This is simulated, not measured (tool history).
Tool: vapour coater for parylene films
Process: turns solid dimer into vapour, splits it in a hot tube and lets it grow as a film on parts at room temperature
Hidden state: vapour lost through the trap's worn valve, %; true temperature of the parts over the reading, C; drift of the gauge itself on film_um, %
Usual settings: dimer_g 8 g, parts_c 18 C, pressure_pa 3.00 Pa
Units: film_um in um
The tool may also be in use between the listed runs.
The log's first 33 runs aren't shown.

| run | hour | dimer_g | parts_c | pressure_pa | hours of work since the trap's valve was overhauled | hours of work since the table's thermometer was calibrated | film_um |
|---|---|---|---|---|---|---|---|
| 34 | 580.7 | 5 | 18 | 3.00 | 84 | 49 | 2.80 |
| 35 | 594.0 | 5 | 18 | 3.00 | 92 | 57 | 2.77 |
| 36 | 615.9 | 5 | 18 | 3.00 | 105 | 70 | 2.78 |
| 37 | 634.3 | 5 | 18 | 3.00 | 116 | 81 | 2.77 |
| 38 | 655.6 | 5 | 18 | 3.00 | 129 | 94 | 2.78 |
| 39 | 669.0 | 12 | 18 | 3.00 | 137 | 102 | 6.65 |
| 40 | 690.2 | 12 | 27 | 10.50 | 149 | 114 | 4.61 |
| 41 | 715.8 | 5 | 27 | 10.50 | 164 | 129 | 1.93 |
| 42 | 738.3 | 6 | 21 | 2.75 | 178 | 143 | 3.11 |
| 43 | 752.9 | 6 | 21 | 6.07 | 186 | 151 | 2.81 |
| 44 | 767.8 | 6 | 21 | 6.07 | 195 | 160 | 2.84 |
| 45 | 792.7 | 3 | 21 | 6.07 | 210 | 175 | 1.41 |
| 46 | 812.2 | 3 | 21 | 6.07 | 221 | 187 | 1.41 |
| 47 | 833.7 | 6 | 22 | 3.00 | 234 | 199 | 3.01 |
| 48 | 853.1 | 6 | 22 | 3.00 | 246 | 211 | 2.99 |

3 ways to go on from here, each from the tool as it stands after run 48. What would each give?
| A | 874.7 | 7 | 13 | 10.00 | 258 | 224 | ? |
| B | 874.7 | 10 | 24 | 3.00 | 258 | 224 | ? |
| C | 874.7 | 6 | 10 | 7.69 | 258 | 224 | ? |

| run | film_um |
|---|---|
| A | 3.69 |
| B | 4.79 |
| C | 3.53 |
Without the tool's hidden state the same runs would have given:
| run | film_um |
|---|---|
| A | 3.78 |
| B | 4.90 |
| C | 3.61 |

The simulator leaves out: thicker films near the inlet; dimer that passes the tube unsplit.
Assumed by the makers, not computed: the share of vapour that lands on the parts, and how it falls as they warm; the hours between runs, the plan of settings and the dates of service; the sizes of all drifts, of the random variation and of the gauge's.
